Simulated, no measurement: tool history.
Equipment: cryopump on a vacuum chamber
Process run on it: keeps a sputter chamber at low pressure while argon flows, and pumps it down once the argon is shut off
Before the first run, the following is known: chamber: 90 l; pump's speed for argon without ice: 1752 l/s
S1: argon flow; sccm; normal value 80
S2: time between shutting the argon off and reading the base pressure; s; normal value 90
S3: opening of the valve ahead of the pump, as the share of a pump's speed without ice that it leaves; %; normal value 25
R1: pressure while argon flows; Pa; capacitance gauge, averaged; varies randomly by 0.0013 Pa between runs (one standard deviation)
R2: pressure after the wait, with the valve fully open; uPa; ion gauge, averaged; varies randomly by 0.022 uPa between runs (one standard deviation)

run 1 day=0 | S1=80 S2=90 S3=25 | R1=0.3291 R2=0.95
run 2 day=1.883 | S1=80 S2=90 S3=25 | R1=0.3337 R2=0.96
run 3 day=2.979 | S1=80 S2=90 S3=25 | R1=0.3324 R2=0.97
run 4 day=4.788 | S1=133 S2=90 S3=25 | R1=0.5614 R2=1.01
run 5 day=6.121 | S1=133 S2=90 S3=25 | R1=0.5661 R2=1.03
run 6 day=8.058 | S1=133 S2=90 S3=25 | R1=0.5684 R2=1.02
run 7 day=9.971 | S1=133 S2=90 S3=25 | R1=0.5737 R2=1.06
run 8 day=11.617 | S1=133 S2=90 S3=25 | R1=0.574 R2=1.07
run 9 day=12.958 | S1=79 S2=90 S3=25 | R1=0.3435 R2=1.14
-- day=13.542 pump warmed up, emptied and cooled again
run 10 day=14.55 | S1=79 S2=90 S3=25 | R1=0.3093 R2=0.83
run 11 day=16.517 | S1=79 S2=90 S3=25 | R1=0.3066 R2=0.87
run 12 day=17.767 | S1=80 S2=22 S3=25 | R1=0.3132 R2=2.12
run 13 day=19.067 | S1=147 S2=90 S3=25 | R1=0.5772 R2=0.92
run 14 day=20.421 | S1=147 S2=90 S3=25 | R1=0.5826 R2=0.88
run 15 day=21.983 | S1=147 S2=90 S3=25 | R1=0.5825 R2=0.94
run 16 day=22.775 | S1=41 S2=234 S3=21 | R1=0.1935 R2=0.69
run 17 day=24.288 | S1=33 S2=204 S3=23 | R1=0.1424 R2=0.69
run 18 day=25.404 | S1=133 S2=189 S3=26 | R1=0.5142 R2=0.75
run 19 day=27.071 | S1=139 S2=51 S3=39 | R1=0.3664 R2=1.26
run 20 day=28.408 | S1=139 S2=51 S3=39 | R1=0.3694 R2=1.25
run 21 day=29.808 | S1=139 S2=51 S3=39 | R1=0.37 R2=1.3
run 22 day=30.95 | S1=37 S2=150 S3=17 | R1=0.217 R2=0.8
run 23 day=32.304 | S1=37 S2=150 S3=32 | R1=0.1196 R2=0.83
run 24 day=34.271 | S1=37 S2=118 S3=29 | R1=0.1331 R2=0.96
run 25 day=35.629 | S1=37 S2=118 S3=29 | R1=0.1332 R2=0.91
run 26 day=37.038 | S1=42 S2=90 S3=25 | R1=0.1752 R2=1.08
run 27 day=38.162 | S1=36 S2=78 S3=22 | R1=0.1696 R2=1.1
run 28 day=39.858 | S1=80 S2=25 S3=22 | R1=0.3799 R2=2.11
run 29 day=41.471 | S1=36 S2=28 S3=25 | R1=0.1529 R2=1.98

Selected run-to-run steps in R1, each split into two signed amounts: the part the tool would show with no hidden state at all (from settings, incoming material and random variation), and the remainder, which goes to the hidden state together with any gauge scatter not common to the measured and the hidden-state-free results:
Hidden conditions of the tool in this case: pump's speed, % of a pump's without ice; cold plate's temperature, K; leak into the chamber, uPa l/s; drift of the gauge itself on working_pa, %; drift of the gauge itself on base_upa, %.
Run 8 -> 9: S1 133 -> 79. R1 -0.2305 Pa: hidden state -0.0231, all else -0.2074.
Run 9 -> 10: pump warmed up, emptied and cooled again. R1 -0.0342 Pa: hidden state -0.0364, all else +0.0022.
Run 15 -> 16: S1 147 -> 41, S2 90 -> 234, S3 25 -> 21. R1 -0.389 Pa: hidden state -0.0107, all else -0.3783.
Run 17 -> 18: S1 33 -> 133, S2 204 -> 189, S3 23 -> 26. R1 +0.3718 Pa: hidden state +0.0148, all else +0.357.

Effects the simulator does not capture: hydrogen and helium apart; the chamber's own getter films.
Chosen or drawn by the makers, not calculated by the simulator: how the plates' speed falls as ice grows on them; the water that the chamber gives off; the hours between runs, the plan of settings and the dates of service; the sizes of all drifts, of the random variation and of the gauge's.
